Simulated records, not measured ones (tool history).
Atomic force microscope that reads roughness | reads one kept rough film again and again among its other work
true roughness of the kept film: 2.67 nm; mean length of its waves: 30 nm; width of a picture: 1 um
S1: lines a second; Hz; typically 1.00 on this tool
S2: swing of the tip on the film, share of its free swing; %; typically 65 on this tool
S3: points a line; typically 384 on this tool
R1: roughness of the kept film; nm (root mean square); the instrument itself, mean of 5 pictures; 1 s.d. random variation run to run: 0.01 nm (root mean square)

run  hour    S1  S2   S3     R1
  1   0.0  1.00  65  384  2.259
  2   8.7  1.00  69  384  2.227
  3  17.2  1.00  58  384  2.192
  4  25.3  1.00  65  719  2.175
  5  34.7  1.00  72  384  2.111
  6  40.6  1.00  72  384  2.086
  7  49.7  3.16  65  384  1.995
  8  57.6  0.76  73  356  2.043
  9  67.0  0.57  83  356  1.981
 10  71.7  0.82  77  342  1.979
     73.1  -- height scale calibrated on a step standard
 11  79.4  0.82  84  485  1.927
 12  84.2  0.82  84  485  1.922
 13  90.1  1.09  67  616  1.938

5 ways to go on from here, each from the tool as it stands after run 13. What would each give?
  A  97.2  1.00  74   384   ?
  B  97.2  1.61  69  1000   ?
  C  97.2  1.09  79   592   ?
  D  97.2  1.00  58   384   ?
  E  97.2  1.09  66   616   ?

run     R1
  A  1.878
  B  1.905
  C  1.872
  D  1.921
  E  1.911
Without the tool's hidden state the same runs would have given:
run     R1
  A  2.288
  B  2.322
  C  2.279
  D  2.339
  E  2.328
